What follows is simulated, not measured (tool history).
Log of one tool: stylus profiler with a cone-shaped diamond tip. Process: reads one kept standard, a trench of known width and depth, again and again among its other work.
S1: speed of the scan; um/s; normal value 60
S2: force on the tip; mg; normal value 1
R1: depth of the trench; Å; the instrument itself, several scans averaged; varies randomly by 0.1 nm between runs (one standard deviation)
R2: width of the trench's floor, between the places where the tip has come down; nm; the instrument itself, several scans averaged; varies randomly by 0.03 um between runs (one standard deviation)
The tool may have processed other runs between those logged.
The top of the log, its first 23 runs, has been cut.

run    hour  S1    S2      R1     R2
 24  1106.3  66  0.34  2003.4  95530
 25  1136.2  50  0.57  2005.3  95650
 26  1187.6  69     1  2012.4  95620
 27  1219.7  69     1  2010.8  95610
 28    1284  35  0.85  2008.4  95730
     1288.5  -- height scale calibrated on a step standard
 29  1312.9  35  0.85  2015.3  95780
 30  1377.6  40  1.08  2017.8  95720
 31  1413.5  40  1.08    2018  95660

Predict the results of run 32:
 32  1480.8  66  0.35   ?   ?

R1: 2007 Å
R2: 95430 nm
If the tool had no hidden condition, the same run with the same run-to-run variation would have returned R1 2008.4 Å, R2 96850 nm.

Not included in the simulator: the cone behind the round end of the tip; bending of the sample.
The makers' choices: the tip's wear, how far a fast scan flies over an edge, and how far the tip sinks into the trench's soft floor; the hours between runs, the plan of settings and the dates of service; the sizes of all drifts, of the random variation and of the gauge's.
